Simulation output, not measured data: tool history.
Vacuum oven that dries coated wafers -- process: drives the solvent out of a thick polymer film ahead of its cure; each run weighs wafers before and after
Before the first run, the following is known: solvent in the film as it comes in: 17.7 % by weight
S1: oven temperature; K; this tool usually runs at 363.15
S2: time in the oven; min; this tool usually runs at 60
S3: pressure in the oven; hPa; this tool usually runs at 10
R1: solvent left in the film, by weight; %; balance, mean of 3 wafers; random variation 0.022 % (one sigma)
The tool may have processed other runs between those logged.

Run 1, hour 0: usual settings. Result: R1 4.19 %.
Run 2, hour 8.1: usual settings. Result: R1 4.21 %.
Run 3, hour 18.4: usual settings. Result: R1 4.2 %.
Run 4, hour 30.2: usual settings but S2 38 min. Result: R1 6.5 %.
Run 5, hour 43.1: usual settings but S2 38 min. Result: R1 6.54 %.
Run 6, hour 50.8: usual settings but S2 38 min. Result: R1 6.59 %.
Run 7, hour 60.5: usual settings but S2 38 min. Result: R1 6.55 %.
Run 8, hour 71.9: usual settings but S1 359.15 K, S3 35.5 hPa. Result: R1 6.14 %.
Run 9, hour 88.3: usual settings but S1 359.15 K, S3 5.1 hPa. Result: R1 5.35 %.
Run 10, hour 103.6: usual settings but S2 73 min, S3 6.7 hPa. Result: R1 3.17 %.
Run 11, hour 116.4: usual settings but S1 352.15 K, S3 19 hPa. Result: R1 8.1 %.
Run 12, hour 128.6: usual settings but S1 365.15 K, S2 32 min, S3 19 hPa. Result: R1 7.08 %.
Run 13, hour 145: usual settings but S1 365.15 K, S2 32 min, S3 19 hPa. Result: R1 6.95 %.

Forecast each of these 5 alternatives for the next run:
Run A, hour 157.1: usual settings but S1 365.15 K, S2 32 min, S3 34.8 hPa. Result: R1 ?.
Run B, hour 157.1: usual settings but S1 365.15 K, S2 94 min, S3 19 hPa. Result: R1 ?.
Run C, hour 157.1: usual settings but S1 355.15 K, S2 62 min, S3 7.5 hPa. Result: R1 ?.
Run D, hour 157.1: usual settings but S2 44 min, S3 5.5 hPa. Result: R1 ?.
Run E, hour 157.1: usual settings but S1 369.15 K, S3 14.4 hPa. Result: R1 ?.

run    R1
  A  7.22
  B     2
  C  6.63
  D  5.72
  E  2.59
Had the tool no hidden state, the same runs would have come out as:
run    R1
  A  7.21
  B     2
  C  6.63
  D  5.71
  E  2.58

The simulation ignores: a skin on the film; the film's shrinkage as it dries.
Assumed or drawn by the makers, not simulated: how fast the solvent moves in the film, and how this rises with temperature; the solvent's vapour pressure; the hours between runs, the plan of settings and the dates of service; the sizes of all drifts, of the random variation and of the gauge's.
